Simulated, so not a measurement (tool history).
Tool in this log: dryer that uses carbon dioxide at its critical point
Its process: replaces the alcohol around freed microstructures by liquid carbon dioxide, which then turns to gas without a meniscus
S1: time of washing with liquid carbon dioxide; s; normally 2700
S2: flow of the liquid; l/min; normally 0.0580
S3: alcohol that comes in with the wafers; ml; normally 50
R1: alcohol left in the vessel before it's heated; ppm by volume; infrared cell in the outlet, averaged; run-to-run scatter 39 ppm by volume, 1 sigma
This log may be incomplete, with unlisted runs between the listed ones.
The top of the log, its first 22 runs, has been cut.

run 23 hour=455.1 | S1=2100 S2=0.0780 S3=93 | R1=5287
run 24 hour=467.7 | S1=2700 S2=0.0757 S3=50 | R1=1275
run 25 hour=489.4 | S1=1680 S2=0.0580 S3=47 | R1=11525
run 26 hour=509.3 | S1=1680 S2=0.0580 S3=47 | R1=11630
run 27 hour=523.2 | S1=1800 S2=0.0519 S3=31 | R1=8999
-- hour=525.6 inlet filter changed
run 28 hour=537.8 | S1=2280 S2=0.0580 S3=42 | R1=3837
run 29 hour=561.5 | S1=2580 S2=0.0366 S3=50 | R1=12100
run 30 hour=590.5 | S1=2580 S2=0.0366 S3=50 | R1=12387
run 31 hour=618.6 | S1=3240 S2=0.0891 S3=50 | R1=249
run 32 hour=636.3 | S1=3240 S2=0.0891 S3=50 | R1=268
run 33 hour=663.3 | S1=3240 S2=0.0891 S3=50 | R1=281
run 34 hour=676.8 | S1=1920 S2=0.0891 S3=34 | R1=1610
run 35 hour=704.4 | S1=2040 S2=0.0669 S3=53 | R1=5509
run 36 hour=721.6 | S1=2040 S2=0.0669 S3=53 | R1=5567
run 37 hour=743.2 | S1=4200 S2=0.0781 S3=42 | R1=190

Forecast each of these 5 alternatives for the next run:
run A hour=765.8 | S1=2820 S2=0.0781 S3=42 | R1=?
run B hour=765.8 | S1=2700 S2=0.0704 S3=50 | R1=?
run C hour=765.8 | S1=3840 S2=0.0580 S3=24 | R1=?
run D hour=765.8 | S1=2520 S2=0.0659 S3=42 | R1=?
run E hour=765.8 | S1=2700 S2=0.0470 S3=50 | R1=?

run=A R1=879
run=B R1=1834
run=C R1=560
run=D R1=2593
run=E R1=7200
Without the tool's hidden state the same runs would have given:
run=A R1=464
run=B R1=1125
run=C R1=263
run=D R1=1709
run=E R1=5365

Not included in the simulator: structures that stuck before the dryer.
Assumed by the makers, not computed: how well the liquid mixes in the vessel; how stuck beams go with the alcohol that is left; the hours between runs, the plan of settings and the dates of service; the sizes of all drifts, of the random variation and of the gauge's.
